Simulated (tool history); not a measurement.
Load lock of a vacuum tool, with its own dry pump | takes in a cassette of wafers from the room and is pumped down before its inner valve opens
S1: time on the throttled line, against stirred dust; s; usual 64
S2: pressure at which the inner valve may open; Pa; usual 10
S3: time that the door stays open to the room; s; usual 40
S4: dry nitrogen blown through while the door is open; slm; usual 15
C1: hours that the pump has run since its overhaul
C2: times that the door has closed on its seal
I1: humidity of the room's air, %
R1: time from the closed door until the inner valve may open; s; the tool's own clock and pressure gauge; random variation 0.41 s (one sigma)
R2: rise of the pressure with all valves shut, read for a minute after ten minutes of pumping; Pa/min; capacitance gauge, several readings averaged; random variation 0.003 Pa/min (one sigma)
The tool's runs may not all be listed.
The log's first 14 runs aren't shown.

run 15 hour=1653.9 | S1=64 S2=10 S3=40 S4=15 | C1=7288 C2=6558 | I1=47.7 | R1=135.5 R2=0.059
run 16 hour=1735.5 | S1=64 S2=10 S3=40 S4=15 | C1=7369 C2=6836 | I1=47.3 | R1=134.7 R2=0.055
run 17 hour=1892.3 | S1=64 S2=10 S3=40 S4=15 | C1=7526 C2=7370 | I1=47.1 | R1=135.0 R2=0.060
run 18 hour=1964.2 | S1=64 S2=10 S3=40 S4=15 | C1=7598 C2=7615 | I1=44.3 | R1=134.7 R2=0.063
run 19 hour=2099.2 | S1=64 S2=19 S3=40 S4=6 | C1=7733 C2=8075 | I1=44.9 | R1=128.3 R2=0.065
run 20 hour=2172.8 | S1=64 S2=19 S3=40 S4=6 | C1=7806 C2=8325 | I1=41.6 | R1=127.6 R2=0.071
run 21 hour=2256.6 | S1=64 S2=19 S3=40 S4=6 | C1=7890 C2=8611 | I1=42.9 | R1=128.8 R2=0.074
run 22 hour=2424.4 | S1=64 S2=19 S3=40 S4=6 | C1=8058 C2=9182 | I1=45.9 | R1=129.6 R2=0.080
run 23 hour=2585.6 | S1=118 S2=10 S3=225 S4=15 | C1=8219 C2=9731 | I1=45.2 | R1=175.3 R2=0.088
run 24 hour=2663.5 | S1=118 S2=10 S3=225 S4=15 | C1=8297 C2=9997 | I1=44.3 | R1=174.7 R2=0.089
run 25 hour=2764.1 | S1=118 S2=15 S3=27 S4=14 | C1=8398 C2=10339 | I1=44.0 | R1=171.3 R2=0.074
run 26 hour=2867.5 | S1=72 S2=10 S3=127 S4=9 | C1=8501 C2=10691 | I1=47.0 | R1=142.0 R2=0.098
run 27 hour=2987.8 | S1=64 S2=10 S3=40 S4=5 | C1=8621 C2=11101 | I1=46.3 | R1=136.0 R2=0.091
run 28 hour=3163.0 | S1=64 S2=13 S3=172 S4=14 | C1=8797 C2=11698 | I1=44.3 | R1=133.9 R2=0.095
run 29 hour=3308.6 | S1=64 S2=13 S3=172 S4=14 | C1=8942 C2=12194 | I1=43.7 | R1=134.1 R2=0.106
run 30 hour=3380.7 | S1=64 S2=13 S3=172 S4=14 | C1=9014 C2=12439 | I1=43.3 | R1=134.0 R2=0.105
run 31 hour=3524.0 | S1=94 S2=10 S3=40 S4=40 | C1=9158 C2=12927 | I1=45.0 | R1=158.2 R2=0.087
run 32 hour=3642.7 | S1=94 S2=16 S3=148 S4=40 | C1=9276 C2=13332 | I1=45.2 | R1=153.5 R2=0.097
run 33 hour=3738.5 | S1=94 S2=16 S3=148 S4=8 | C1=9372 C2=13658 | I1=48.3 | R1=153.9 R2=0.126
run 34 hour=3901.2 | S1=47 S2=16 S3=74 S4=15 | C1=9535 C2=14212 | I1=45.7 | R1=120.0 R2=0.114
run 35 hour=3990.0 | S1=64 S2=10 S3=100 S4=8 | C1=9624 C2=14514 | I1=42.3 | R1=137.1 R2=0.119
run 36 hour=4131.5 | S1=64 S2=10 S3=40 S4=15 | C1=9765 C2=14996 | I1=41.9 | R1=137.2 R2=0.110

Forecast each of these 3 alternatives for the next run:
run A hour=4248.7 | S1=64 S2=10 S3=40 S4=15 | C1=9882 C2=15395 | I1=47.0 | R1=? R2=?
run B hour=4248.7 | S1=64 S2=13 S3=40 S4=15 | C1=9882 C2=15395 | I1=45.1 | R1=? R2=?
run C hour=4248.7 | S1=70 S2=10 S3=91 S4=38 | C1=9882 C2=15395 | I1=46.9 | R1=? R2=?

run=A R1=137.0 R2=0.124
run=B R1=134.3 R2=0.120
run=C R1=141.2 R2=0.116
Without the tool's hidden state the same runs would have given:
run=A R1=128.5 R2=0.024
run=B R1=126.2 R2=0.019
run=C R1=133.1 R2=0.015

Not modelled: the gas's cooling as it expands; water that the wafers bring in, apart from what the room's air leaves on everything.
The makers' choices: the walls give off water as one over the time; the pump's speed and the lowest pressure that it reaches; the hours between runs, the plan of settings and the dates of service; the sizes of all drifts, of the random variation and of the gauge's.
